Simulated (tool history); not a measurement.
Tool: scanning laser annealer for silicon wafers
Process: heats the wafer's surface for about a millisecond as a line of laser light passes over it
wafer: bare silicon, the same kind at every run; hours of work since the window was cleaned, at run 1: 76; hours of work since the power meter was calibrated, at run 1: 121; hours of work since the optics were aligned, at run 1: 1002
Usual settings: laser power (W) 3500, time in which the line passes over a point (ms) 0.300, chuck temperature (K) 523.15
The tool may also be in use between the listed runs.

run    day  laser power (W)  time in which the line passes over a point (ms)  chuck temperature (K)  hours of work since the window was cleaned  hours of work since the power meter was calibrated  hours of work since the optics were aligned  highest temperature of the surface (K)
  1  0.000             3500                                            0.300                 523.15                                          76                                                 121                                         1002                                 1295.15
  2  0.538             3500                                            0.300                 523.15                                          82                                                 127                                         1008                                 1293.15
  3  1.075             3500                                            0.300                 523.15                                          89                                                 134                                         1015                                 1294.15
  4  1.400             3500                                            0.300                 523.15                                          93                                                 138                                         1019                                 1290.15
  5  1.646             3500                                            0.300                 523.15                                          96                                                 141                                         1022                                 1290.15
  6  2.033             3500                                            0.300                 523.15                                         101                                                 146                                         1027                                 1293.15
  7  2.388             3500                                            0.300                 523.15                                         105                                                 150                                         1031                                 1292.15
  8  2.929             3500                                            0.300                 523.15                                         112                                                 157                                         1038                                 1292.15
  9  3.175             3500                                            0.300                 523.15                                         115                                                 160                                         1041                                 1290.15
 10  3.575             3500                                            0.300                 523.15                                         120                                                 165                                         1046                                 1290.15
 11  3.850             3500                                            0.300                 523.15                                         123                                                 168                                         1049                                 1292.15
 12  4.183             3702                                            0.255                 523.15                                         127                                                 172                                         1053                                 1278.15
 13  4.562             3733                                            0.340                 487.15                                         132                                                 177                                         1058                                 1370.15
 14  4.842             3046                                            0.235                 505.15                                         136                                                 181                                         1062                                 1085.15
 15  5.383             3223                                            0.300                 539.15                                         142                                                 187                                         1068                                 1239.15
 16  5.721             3348                                            0.351                 563.15                                         146                                                 191                                         1072                                 1352.15
 17  6.029             3348                                            0.351                 563.15                                         150                                                 195                                         1076                                 1354.15
 18  6.546             3409                                            0.272                 497.15                                         157                                                 202                                         1083                                 1208.15

Forecast each of these 5 alternatives for the next run:
  A  6.996             3409                                            0.360                 545.15                                         162                                                 207                                         1088                                       ?
  B  6.996             3409                                            0.225                 505.15                                         162                                                 207                                         1088                                       ?
  C  6.996             3500                                            0.300                 535.15                                         162                                                 207                                         1088                                       ?
  D  6.996             3824                                            0.300                 511.15                                         162                                                 207                                         1088                                       ?
  E  6.996             3500                                            0.300                 492.15                                         162                                                 207                                         1088                                       ?

run  highest temperature of the surface (K)
  A                                 1360.15
  B                                 1146.15
  C                                 1302.15
  D                                 1359.15
  E                                 1261.15
Without the tool's hidden state the same runs would have given:
run  highest temperature of the surface (K)
  A                                 1380.15
  B                                 1161.15
  C                                 1320.15
  D                                 1380.15
  E                                 1279.15

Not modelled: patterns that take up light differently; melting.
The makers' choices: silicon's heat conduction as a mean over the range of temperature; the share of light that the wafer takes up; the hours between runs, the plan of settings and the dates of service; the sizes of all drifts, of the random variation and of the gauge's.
